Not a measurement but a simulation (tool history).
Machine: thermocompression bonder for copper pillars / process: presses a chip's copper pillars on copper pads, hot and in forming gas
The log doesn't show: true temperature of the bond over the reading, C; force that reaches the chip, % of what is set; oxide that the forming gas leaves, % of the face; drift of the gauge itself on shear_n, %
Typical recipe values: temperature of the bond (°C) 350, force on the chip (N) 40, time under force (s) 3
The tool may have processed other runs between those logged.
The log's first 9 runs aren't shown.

run   hour  temperature of the bond (°C)  force on the chip (N)  time under force (s)  hours of work since the heater was calibrated  hours of work since the force cell was calibrated  hours of work since the gas filter was changed  force that shears a chip off (N)
 10  167.5                           347                     40                     3                                            657                                                533                                              13                              55.9
 11  177.6                           350                     40                     3                                            663                                                539                                              19                              57.1
 12    188                           350                     40                     3                                            669                                                545                                              25                              57.5
 13  199.6                           350                     40                     3                                            676                                                552                                              32                              57.4
 14  216.3                           350                     40                     3                                            686                                                562                                              42                              57.5
 15  226.2                           350                     40                     3                                            692                                                568                                              48                                57
 16  239.8                           350                     40                     3                                            700                                                576                                              56                              57.2
 17  255.4                           350                     40                     3                                            710                                                585                                              66                              56.9
 18  271.2                           350                     40                     3                                            719                                                595                                              75                              56.8
 19  293.5                           350                     40                     3                                            732                                                608                                              89                              56.5
 20  305.7                           350                     40                     3                                            740                                                615                                              96                              56.7
 21  316.8                           350                     30                     7                                            746                                                622                                             102                              56.7
 22  328.1                           364                     30                     2                                            753                                                629                                             109                              39.2
 23  349.4                           328                     30                     9                                            766                                                642                                             122                              50.3
 24  368.2                           337                     41                     6                                            777                                                653                                             133                              66.2

Predict the results of run 25:
 25  384.1                           379                     28                     4                                            787                                                662                                             143                                 ?

Run 25 yielded force that shears a chip off (N) 54.4.
With the hidden condition absent and the run-to-run variation left alone, this run would have shown force that shears a chip off (N) 52.8.
